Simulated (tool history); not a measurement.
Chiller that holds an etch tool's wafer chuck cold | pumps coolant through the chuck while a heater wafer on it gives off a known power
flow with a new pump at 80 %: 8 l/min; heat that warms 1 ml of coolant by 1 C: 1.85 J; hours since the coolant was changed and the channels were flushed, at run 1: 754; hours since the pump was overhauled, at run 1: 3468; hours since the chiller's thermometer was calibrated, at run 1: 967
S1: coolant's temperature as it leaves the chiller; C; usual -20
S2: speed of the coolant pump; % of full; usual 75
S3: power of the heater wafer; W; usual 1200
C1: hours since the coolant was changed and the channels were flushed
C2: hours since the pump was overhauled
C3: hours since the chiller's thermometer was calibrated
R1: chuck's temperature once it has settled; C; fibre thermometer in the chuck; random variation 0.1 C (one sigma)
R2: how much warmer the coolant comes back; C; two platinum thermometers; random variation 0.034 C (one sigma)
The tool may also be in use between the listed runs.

Run 1, hour 0: usual settings; C1 754; C2 3468; C3 967. Result: R1 -8.4 C, R2 5.74 C.
Run 2, hour 122.7: usual settings; C1 877; C2 3591; C3 1089. Result: R1 -8.6 C, R2 5.77 C.
Run 3, hour 250.1: usual settings; C1 1004; C2 3718; C3 1217. Result: R1 -8.5 C, R2 5.74 C.
Run 4, hour 334.1: usual settings but S3 1648 W; C1 1088; C2 3802; C3 1301. Result: R1 -4 C, R2 7.96 C.
Run 5, hour 477.7: usual settings but S3 1648 W; C1 1232; C2 3946; C3 1444. Result: R1 -3.9 C, R2 7.96 C.
Run 6, hour 585.3: usual settings but S3 1648 W; C1 1340; C2 4053; C3 1552. Result: R1 -3.8 C, R2 7.99 C.
Run 7, hour 707.6: usual settings but S3 1648 W; C1 1462; C2 4176; C3 1674. Result: R1 -3.9 C, R2 7.99 C.
Run 8, hour 822: usual settings but S1 -23 C; C1 1576; C2 4290; C3 1789. Result: R1 -11.1 C, R2 5.83 C.
Run 9, hour 965.6: usual settings; C1 1720; C2 4434; C3 1932. Result: R1 -8.1 C, R2 5.8 C.
Run 10, hour 1049.2: usual settings but S3 1242 W; C1 1803; C2 4517; C3 2016. Result: R1 -7.6 C, R2 6.05 C.
Run 11, hour 1141.1: usual settings; C1 1895; C2 4609; C3 2108. Result: R1 -8 C, R2 5.83 C.
Run 12, hour 1282.3: usual settings but S1 -15 C; C1 2037; C2 4750; C3 2249. Result: R1 -3.1 C, R2 5.94 C.
Run 13, hour 1433.4: usual settings but S1 -15 C; C1 2188; C2 4901; C3 2400. Result: R1 -3.2 C, R2 5.94 C.
Run 14, hour 1574: usual settings but S1 -15 C; C1 2328; C2 5042; C3 2541. Result: R1 -3 C, R2 5.94 C.
Run 15, hour 1705.4: usual settings; C1 2460; C2 5174; C3 2672. Result: R1 -7.8 C, R2 6.05 C.
At hour 1723.1: coolant pump overhauled.
Run 16, hour 1824.8: usual settings; C1 2574; C2 102; C3 2786. Result: R1 -7.5 C, R2 6.18 C.
Run 17, hour 1978.6: usual settings; C1 2728; C2 255; C3 2940. Result: R1 -7.5 C, R2 6.2 C.
Run 18, hour 2101: usual settings; C1 2850; C2 378; C3 3063. Result: R1 -7.3 C, R2 6.25 C.
Run 19, hour 2175.1: usual settings but S3 1580 W; C1 2924; C2 452; C3 3137. Result: R1 -2.9 C, R2 8.21 C.
Run 20, hour 2321.1: usual settings but S1 -19 C, S2 78 % of full, S3 695 W; C1 3070; C2 598; C3 3283. Result: R1 -12.3 C, R2 3.48 C.
Run 21, hour 2416.1: usual settings but S1 -17 C, S2 78 % of full, S3 1602 W; C1 3165; C2 693; C3 3378. Result: R1 0 C, R2 7.94 C.
Run 22, hour 2486.4: usual settings but S1 -17 C, S2 66 % of full, S3 644 W; C1 3236; C2 763; C3 3448. Result: R1 -9.5 C, R2 3.87 C.
At hour 2539.6: coolant pump overhauled, once more.
Run 23, hour 2632.7: usual settings but S1 -17 C, S2 66 % of full, S3 644 W; C1 3377; C2 93; C3 3589. Result: R1 -10.8 C, R2 3.22 C.
Run 24, hour 2790.5: usual settings but S1 -19 C; C1 3535; C2 251; C3 3747. Result: R1 -8.1 C, R2 5.24 C.
Run 25, hour 2922.5: usual settings but S1 -21 C, S3 811 W; C1 3667; C2 383; C3 3879. Result: R1 -13.9 C, R2 3.49 C.
At hour 2988.7: chiller's thermometer calibrated.
Run 26, hour 2992.7: usual settings but S1 -21 C, S3 811 W; C1 3736; C2 452; C3 4. Result: R1 -13 C, R2 3.49 C.
Run 27, hour 3134.9: usual settings but S1 -21 C, S3 811 W; C1 3878; C2 594; C3 146. Result: R1 -12.8 C, R2 3.55 C.
Run 28, hour 3283.7: usual settings but S1 -12 C, S2 62 % of full, S3 811 W; C1 4027; C2 743; C3 295. Result: R1 -2.3 C, R2 4.39 C.
At hour 3316.1: coolant changed, channels flushed.
Run 29, hour 3357: usual settings but S1 -11 C, S2 66 % of full, S3 630 W; C1 41; C2 810; C3 362. Result: R1 -4.8 C, R2 3.21 C.
Run 30, hour 3465.9: usual settings but S1 -11 C, S2 70 % of full, S3 1050 W; C1 150; C2 919; C3 471. Result: R1 -1.2 C, R2 5.01 C.
Run 31, hour 3538.2: usual settings but S1 -27 C, S2 91 % of full, S3 1050 W; C1 222; C2 992; C3 544. Result: R1 -19.3 C, R2 3.81 C.
Run 32, hour 3677.5: usual settings but S1 -15 C; C1 361; C2 1131; C3 683. Result: R1 -4.3 C, R2 5.28 C.

Hidden state or all else? Some run-to-run changes of R1, split into what the settings, what came in and random variation would give without the hidden state, and what is left for the hidden state (with any gauge scatter that isn't in both results):
The hidden state here: heat passed by the chuck's channels, % of clean ones'; flow at a given pump speed, % of a new pump's; coolant's true temperature over the reading, C; drift of the gauge itself on chuck_c, C; drift of the gauge itself on warmer_back_c, C.
Run 19 -> 20: S1 -20 -> -19, S2 75 -> 78, S3 1580 -> 695. R1 -9.4 C: hidden state -2.3, all else -7.1.
Run 20 -> 21: S1 -19 -> -17, S3 695 -> 1602. R1 +12.3 C: hidden state +2.4, all else +9.9.
Run 21 -> 22: S2 78 -> 66, S3 1602 -> 644. R1 -9.5 C: hidden state -2.2, all else -7.3.
Run 30 -> 31: S1 -11 -> -27, S2 70 -> 91. R1 -18.1 C: hidden state +0, all else -18.1.
Run 31 -> 32: S1 -27 -> -15, S2 91 -> 75, S3 1050 -> 1200. R1 +15 C: hidden state +0.1, all else +14.9.

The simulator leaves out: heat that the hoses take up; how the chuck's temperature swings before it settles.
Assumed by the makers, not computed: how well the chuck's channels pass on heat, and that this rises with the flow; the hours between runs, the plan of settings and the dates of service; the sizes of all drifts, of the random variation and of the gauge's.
